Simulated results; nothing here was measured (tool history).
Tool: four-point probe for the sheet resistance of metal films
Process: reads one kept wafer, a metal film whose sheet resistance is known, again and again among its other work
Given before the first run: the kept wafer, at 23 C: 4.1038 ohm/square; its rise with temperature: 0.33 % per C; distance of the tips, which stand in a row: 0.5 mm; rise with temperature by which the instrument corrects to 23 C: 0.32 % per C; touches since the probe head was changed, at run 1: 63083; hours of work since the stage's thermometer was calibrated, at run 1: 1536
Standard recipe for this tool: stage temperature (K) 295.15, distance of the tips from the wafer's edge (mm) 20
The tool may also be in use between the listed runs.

run,hour,stage temperature (K),distance of the tips from the wafer's edge (mm),touches since the probe head was changed,hours of work since the stage's thermometer was calibrated,sheet resistance as the instrument gives it (ohm/square)
1,0,295.15,20,63083,1536,4.114776
2,70.8,297.15,20,66236,1586,4.116842
3,186.2,303.15,20,71371,1668,4.121872
4,255.2,296.15,20,74439,1717,4.120395
5,350.4,296.15,20,78679,1784,4.122629
# hour 407.2: stage's thermometer calibrated
6,412.6,295.15,13,81424,4,4.113834
7,531.4,295.15,13,86711,88,4.116696
8,615.5,295.15,13,90456,148,4.118346
9,719.8,295.15,20,95098,222,4.118461
10,807.9,295.15,20,99018,284,4.1207
11,915.7,293.15,20,103819,361,4.119124
12,1016.5,293.15,20,108304,432,4.122258
13,1086.2,293.15,20,111408,482,4.123416
14,1136.3,293.15,20,113637,517,4.124067
15,1223.3,295.15,20,117507,579,4.12643
16,1337.7,292.15,20,122601,660,4.127236
17,1390.3,292.15,20,124941,697,4.128892
18,1477.4,308.15,20,128818,759,4.138185
# hour 1535.3: new probe head fitted
19,1577.4,295.15,20,1873,829,4.116418
20,1693.1,295.15,20,7023,912,4.118553
21,1778.7,302.15,20,10832,972,4.124875
22,1883.7,302.15,20,15505,1047,4.127212
23,2004.1,295.15,3,20866,1132,4.184555
24,2067.1,304.15,4,23670,1177,4.162661
25,2145,302.15,5,27137,1232,4.151361
26,2241.3,297.15,14,31421,1300,4.132061
27,2300.9,306.15,20,34073,1343,4.135757
28,2397.7,306.15,20,38383,1411,4.135197
29,2500.4,301.15,22,42956,1484,4.134576
30,2590.2,301.15,22,46953,1548,4.137342
31,2711.5,304.15,5,52351,1634,4.162838
32,2824.9,304.15,5,57397,1715,4.164576
33,2947.7,302.15,63,62865,1802,4.142385
# hour 2987.8: stage's thermometer calibrated
34,3007.7,302.15,4,65510,14,4.169777
35,3105.2,296.15,16,69854,83,4.136222
36,3161.4,296.15,16,72351,123,4.138596
37,3254.1,296.15,16,76481,189,4.139347
38,3368.8,296.15,16,81586,270,4.141379
39,3423.6,305.15,4,84022,309,4.178312
40,3507.7,305.15,4,87765,369,4.181561
41,3614.3,305.15,4,92511,444,4.18267
42,3726.2,291.15,6,97493,524,4.15821
43,3847.9,291.15,6,102909,610,4.160089
44,3952.8,295.15,21,107578,685,4.150095
45,4026.1,291.15,18,110842,737,4.150504

Here are 4 independent what-if runs from the current tool condition. What would each one return?
A,4084.6,295.15,20,113446,778,?
B,4084.6,291.15,4,113446,778,?
C,4084.6,292.15,26,113446,778,?
D,4084.6,308.15,20,113446,778,?

run,sheet resistance as the instrument gives it (ohm/square)
A,4.151688
B,4.183749
C,4.151791
D,4.160195
With the hidden condition removed and each run's random variation left untouched, the same runs would have given:
run,sheet resistance as the instrument gives it (ohm/square)
A,4.10345
B,4.135118
C,4.103516
D,4.112002
